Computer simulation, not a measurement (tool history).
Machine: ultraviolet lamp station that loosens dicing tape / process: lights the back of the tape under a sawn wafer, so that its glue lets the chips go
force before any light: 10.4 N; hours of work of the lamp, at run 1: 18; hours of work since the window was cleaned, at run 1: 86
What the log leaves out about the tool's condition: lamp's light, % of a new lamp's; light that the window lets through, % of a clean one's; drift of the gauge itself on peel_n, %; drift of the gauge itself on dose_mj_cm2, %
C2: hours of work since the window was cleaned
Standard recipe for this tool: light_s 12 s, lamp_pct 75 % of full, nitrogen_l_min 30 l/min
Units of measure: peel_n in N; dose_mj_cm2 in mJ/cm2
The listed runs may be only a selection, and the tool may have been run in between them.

{"run": 1, "hour": 0.0, "light_s": 12, "lamp_pct": 75, "nitrogen_l_min": 30, "hours of work of the lamp": 18, "C2": 86, "peel_n": 0.949, "dose_mj_cm2": 299}
{"run": 2, "hour": 12.2, "light_s": 12, "lamp_pct": 75, "nitrogen_l_min": 30, "hours of work of the lamp": 26, "C2": 95, "peel_n": 0.921, "dose_mj_cm2": 293}
{"run": 3, "hour": 28.5, "light_s": 12, "lamp_pct": 75, "nitrogen_l_min": 30, "hours of work of the lamp": 38, "C2": 106, "peel_n": 0.905, "dose_mj_cm2": 296}
{"run": 4, "hour": 41.8, "light_s": 12, "lamp_pct": 75, "nitrogen_l_min": 30, "hours of work of the lamp": 47, "C2": 116, "peel_n": 0.901, "dose_mj_cm2": 291}
{"run": 5, "hour": 54.5, "light_s": 12, "lamp_pct": 75, "nitrogen_l_min": 30, "hours of work of the lamp": 57, "C2": 125, "peel_n": 0.946, "dose_mj_cm2": 295}
{"run": 6, "hour": 67.4, "light_s": 12, "lamp_pct": 75, "nitrogen_l_min": 30, "hours of work of the lamp": 66, "C2": 134, "peel_n": 0.925, "dose_mj_cm2": 295}
{"run": 7, "hour": 79.2, "light_s": 20, "lamp_pct": 75, "nitrogen_l_min": 30, "hours of work of the lamp": 74, "C2": 143, "peel_n": 0.233, "dose_mj_cm2": 490}
{"run": 8, "hour": 92.4, "light_s": 20, "lamp_pct": 75, "nitrogen_l_min": 30, "hours of work of the lamp": 84, "C2": 152, "peel_n": 0.224, "dose_mj_cm2": 483}
{"run": 9, "hour": 99.5, "light_s": 23, "lamp_pct": 75, "nitrogen_l_min": 30, "hours of work of the lamp": 89, "C2": 157, "peel_n": 0.155, "dose_mj_cm2": 560}
{"run": 10, "hour": 115.4, "light_s": 23, "lamp_pct": 75, "nitrogen_l_min": 30, "hours of work of the lamp": 100, "C2": 169, "peel_n": 0.159, "dose_mj_cm2": 562}
{"run": 11, "hour": 124.3, "light_s": 23, "lamp_pct": 75, "nitrogen_l_min": 26, "hours of work of the lamp": 107, "C2": 175, "peel_n": 0.164, "dose_mj_cm2": 561}
{"run": 12, "hour": 132.9, "light_s": 12, "lamp_pct": 75, "nitrogen_l_min": 50, "hours of work of the lamp": 113, "C2": 181, "peel_n": 0.681, "dose_mj_cm2": 292}
{"run": 13, "hour": 149.1, "light_s": 12, "lamp_pct": 75, "nitrogen_l_min": 50, "hours of work of the lamp": 124, "C2": 193, "peel_n": 0.736, "dose_mj_cm2": 294}
{"run": 14, "hour": 164.3, "light_s": 9, "lamp_pct": 85, "nitrogen_l_min": 31, "hours of work of the lamp": 135, "C2": 204, "peel_n": 1.253, "dose_mj_cm2": 247}
{"run": 15, "hour": 177.1, "light_s": 15, "lamp_pct": 85, "nitrogen_l_min": 12, "hours of work of the lamp": 144, "C2": 213, "peel_n": 0.751, "dose_mj_cm2": 416}
{"run": 16, "hour": 187.0, "light_s": 15, "lamp_pct": 85, "nitrogen_l_min": 12, "hours of work of the lamp": 151, "C2": 220, "peel_n": 0.758, "dose_mj_cm2": 418}
{"run": 17, "hour": 195.1, "light_s": 12, "lamp_pct": 66, "nitrogen_l_min": 17, "hours of work of the lamp": 157, "C2": 226, "peel_n": 1.679, "dose_mj_cm2": 254}
{"run": 18, "hour": 207.8, "light_s": 12, "lamp_pct": 82, "nitrogen_l_min": 30, "hours of work of the lamp": 166, "C2": 235, "peel_n": 0.76, "dose_mj_cm2": 318}
{"hour": 210.6, "done": "window cleaned of glue's vapour"}
{"run": 19, "hour": 223.4, "light_s": 12, "lamp_pct": 82, "nitrogen_l_min": 30, "hours of work of the lamp": 177, "C2": 9, "peel_n": 0.784, "dose_mj_cm2": 325}

Hidden state at the last listed run before each entry between runs and at the first one after, where it differs:
Logged between run 18 and run 19: window cleaned of glue's vapour (hour 210.6)
  light that the window lets through, % of a clean one's: 99.9 -> 100

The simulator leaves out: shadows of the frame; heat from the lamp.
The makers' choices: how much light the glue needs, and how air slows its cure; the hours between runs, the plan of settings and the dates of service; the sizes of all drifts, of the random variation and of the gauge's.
